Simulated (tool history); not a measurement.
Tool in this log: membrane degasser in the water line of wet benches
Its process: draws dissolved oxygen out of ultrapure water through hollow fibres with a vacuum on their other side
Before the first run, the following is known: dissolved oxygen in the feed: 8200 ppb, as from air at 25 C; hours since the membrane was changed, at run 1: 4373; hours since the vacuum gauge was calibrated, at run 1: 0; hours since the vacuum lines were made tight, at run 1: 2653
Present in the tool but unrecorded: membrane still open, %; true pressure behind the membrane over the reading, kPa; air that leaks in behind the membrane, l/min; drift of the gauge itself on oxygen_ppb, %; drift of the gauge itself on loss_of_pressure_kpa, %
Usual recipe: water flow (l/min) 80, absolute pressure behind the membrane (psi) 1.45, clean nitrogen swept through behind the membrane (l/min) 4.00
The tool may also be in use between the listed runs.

run	day	water flow (l/min)	absolute pressure behind the membrane (psi)	clean nitrogen swept through behind the membrane (l/min)	hours since the membrane was changed	hours since the vacuum gauge was calibrated	hours since the vacuum lines were made tight	dissolved oxygen in the water behind the degasser (ppb)	pressure that the water loses in the fibres (psi)
1	0.000	80	1.45	4.00	4373	0	2653	314.8	6.840
2	4.121	80	1.45	4.00	4471	99	2752	311.0	6.789
3	9.788	80	1.45	4.00	4608	235	2888	311.9	6.791
4	15.558	80	1.45	7.25	4746	373	3026	193.5	6.804
5	21.396	80	1.45	4.00	4886	513	3167	311.8	6.817
6	24.292	80	1.73	4.00	4956	583	3236	391.3	6.795
7	27.721	80	1.73	4.00	5038	665	3318	395.4	6.865
8	32.900	93	1.45	4.00	5162	790	3443	363.7	7.970
9	36.754	80	1.45	4.00	5255	882	3535	315.9	6.818
10	42.783	80	1.45	4.00	5399	1027	3680	315.0	6.853
11	48.029	80	1.45	4.00	5525	1153	3806	315.2	6.836
12	51.950	80	1.45	4.00	5619	1247	3900	315.9	6.825
13	55.342	80	3.60	4.00	5701	1328	3981	894.2	6.897
14	59.000	80	3.60	4.00	5789	1416	4069	890.9	6.820
15	61.758	80	1.45	4.00	5855	1482	4135	315.5	6.849

Estimate the outcome of run 16 from the log above:
16	66.217	113	1.45	4.00	5962	1589	4242	?	?

{"run 16": {"dissolved oxygen in the water behind the degasser (ppb)": 454.3, "pressure that the water loses in the fibres (psi)": 9.59}}
Were there no unlogged condition in the tool, this run, its random variation unchanged, would have produced dissolved oxygen in the water behind the degasser (ppb) 445.7, pressure that the water loses in the fibres (psi) 9.411.
